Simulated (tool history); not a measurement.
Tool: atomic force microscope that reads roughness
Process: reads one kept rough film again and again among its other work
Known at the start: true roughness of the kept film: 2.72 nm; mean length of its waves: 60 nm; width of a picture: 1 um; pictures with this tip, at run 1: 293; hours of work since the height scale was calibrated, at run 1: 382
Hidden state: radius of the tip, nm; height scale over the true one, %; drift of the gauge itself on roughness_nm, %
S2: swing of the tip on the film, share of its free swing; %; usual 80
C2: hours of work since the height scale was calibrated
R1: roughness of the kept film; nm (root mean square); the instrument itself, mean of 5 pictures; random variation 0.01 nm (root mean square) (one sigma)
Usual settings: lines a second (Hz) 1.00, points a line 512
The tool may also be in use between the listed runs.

{"run": 1, "hour": 0.0, "lines a second (Hz)": 1.0, "S2": 80, "points a line": 512, "pictures with this tip": 293, "C2": 382, "R1": 2.286}
{"run": 2, "hour": 14.7, "lines a second (Hz)": 1.0, "S2": 80, "points a line": 769, "pictures with this tip": 332, "C2": 394, "R1": 2.3}
{"hour": 27.2, "done": "new tip fitted"}
{"run": 3, "hour": 30.3, "lines a second (Hz)": 1.0, "S2": 80, "points a line": 512, "pictures with this tip": 8, "C2": 406, "R1": 2.398}
{"run": 4, "hour": 40.7, "lines a second (Hz)": 1.0, "S2": 80, "points a line": 826, "pictures with this tip": 35, "C2": 414, "R1": 2.39}
{"run": 5, "hour": 50.3, "lines a second (Hz)": 1.0, "S2": 80, "points a line": 826, "pictures with this tip": 61, "C2": 422, "R1": 2.375}
{"run": 6, "hour": 61.4, "lines a second (Hz)": 1.0, "S2": 80, "points a line": 826, "pictures with this tip": 90, "C2": 431, "R1": 2.37}
{"run": 7, "hour": 68.9, "lines a second (Hz)": 1.0, "S2": 80, "points a line": 826, "pictures with this tip": 110, "C2": 437, "R1": 2.367}
{"run": 8, "hour": 86.3, "lines a second (Hz)": 1.0, "S2": 80, "points a line": 512, "pictures with this tip": 156, "C2": 451, "R1": 2.351}
{"run": 9, "hour": 102.8, "lines a second (Hz)": 1.0, "S2": 80, "points a line": 512, "pictures with this tip": 199, "C2": 464, "R1": 2.328}
{"run": 10, "hour": 118.2, "lines a second (Hz)": 1.0, "S2": 80, "points a line": 512, "pictures with this tip": 240, "C2": 476, "R1": 2.322}
{"run": 11, "hour": 133.2, "lines a second (Hz)": 1.0, "S2": 80, "points a line": 512, "pictures with this tip": 280, "C2": 488, "R1": 2.293}
{"run": 12, "hour": 147.3, "lines a second (Hz)": 1.0, "S2": 80, "points a line": 512, "pictures with this tip": 317, "C2": 499, "R1": 2.28}
{"run": 13, "hour": 157.1, "lines a second (Hz)": 1.0, "S2": 70, "points a line": 483, "pictures with this tip": 343, "C2": 507, "R1": 2.374}
{"hour": 165.2, "done": "new tip fitted"}
{"run": 14, "hour": 168.4, "lines a second (Hz)": 1.0, "S2": 70, "points a line": 483, "pictures with this tip": 8, "C2": 516, "R1": 2.478}
{"run": 15, "hour": 176.6, "lines a second (Hz)": 2.73, "S2": 80, "points a line": 960, "pictures with this tip": 30, "C2": 522, "R1": 2.033}
{"hour": 178.3, "done": "height scale calibrated on a step standard"}
{"run": 16, "hour": 194.5, "lines a second (Hz)": 0.69, "S2": 80, "points a line": 899, "pictures with this tip": 75, "C2": 13, "R1": 2.437}
{"run": 17, "hour": 202.0, "lines a second (Hz)": 2.73, "S2": 76, "points a line": 540, "pictures with this tip": 95, "C2": 19, "R1": 2.1}
{"run": 18, "hour": 218.5, "lines a second (Hz)": 3.15, "S2": 63, "points a line": 911, "pictures with this tip": 138, "C2": 32, "R1": 2.298}
{"run": 19, "hour": 225.8, "lines a second (Hz)": 3.15, "S2": 63, "points a line": 911, "pictures with this tip": 158, "C2": 38, "R1": 2.286}
{"hour": 236.9, "done": "height scale calibrated on a step standard, once more"}
{"run": 20, "hour": 237.5, "lines a second (Hz)": 3.5, "S2": 61, "points a line": 380, "pictures with this tip": 186, "C2": 0, "R1": 2.277}
{"run": 21, "hour": 250.8, "lines a second (Hz)": 1.0, "S2": 68, "points a line": 266, "pictures with this tip": 221, "C2": 11, "R1": 2.429}
{"run": 22, "hour": 264.4, "lines a second (Hz)": 0.7, "S2": 63, "points a line": 533, "pictures with this tip": 257, "C2": 22, "R1": 2.483}
{"run": 23, "hour": 280.7, "lines a second (Hz)": 1.56, "S2": 66, "points a line": 291, "pictures with this tip": 300, "C2": 35, "R1": 2.362}
{"run": 24, "hour": 294.7, "lines a second (Hz)": 0.95, "S2": 80, "points a line": 501, "pictures with this tip": 337, "C2": 46, "R1": 2.297}

4 ways to go on from here, each from the tool as it stands after run 24. What would each give?
{"hour": 304.7, "done": "new tip fitted"}
{"run": "A", "hour": 312.9, "lines a second (Hz)": 2.5, "S2": 80, "points a line": 512, "pictures with this tip": 22, "C2": 60, "R1": "?"}
{"hour": 304.7, "done": "new tip fitted"}
{"run": "B", "hour": 312.9, "lines a second (Hz)": 0.94, "S2": 81, "points a line": 858, "pictures with this tip": 22, "C2": 60, "R1": "?"}
{"hour": 304.7, "done": "new tip fitted"}
{"run": "C", "hour": 312.9, "lines a second (Hz)": 0.95, "S2": 80, "points a line": 555, "pictures with this tip": 22, "C2": 60, "R1": "?"}
{"hour": 304.7, "done": "new tip fitted"}
{"run": "D", "hour": 312.9, "lines a second (Hz)": 1.0, "S2": 77, "points a line": 512, "pictures with this tip": 22, "C2": 60, "R1": "?"}

run=A R1=2.091
run=B R1=2.401
run=C R1=2.415
run=D R1=2.437
Without the tool's hidden state the same runs would have given:
run=A R1=2.105
run=B R1=2.417
run=C R1=2.431
run=D R1=2.453

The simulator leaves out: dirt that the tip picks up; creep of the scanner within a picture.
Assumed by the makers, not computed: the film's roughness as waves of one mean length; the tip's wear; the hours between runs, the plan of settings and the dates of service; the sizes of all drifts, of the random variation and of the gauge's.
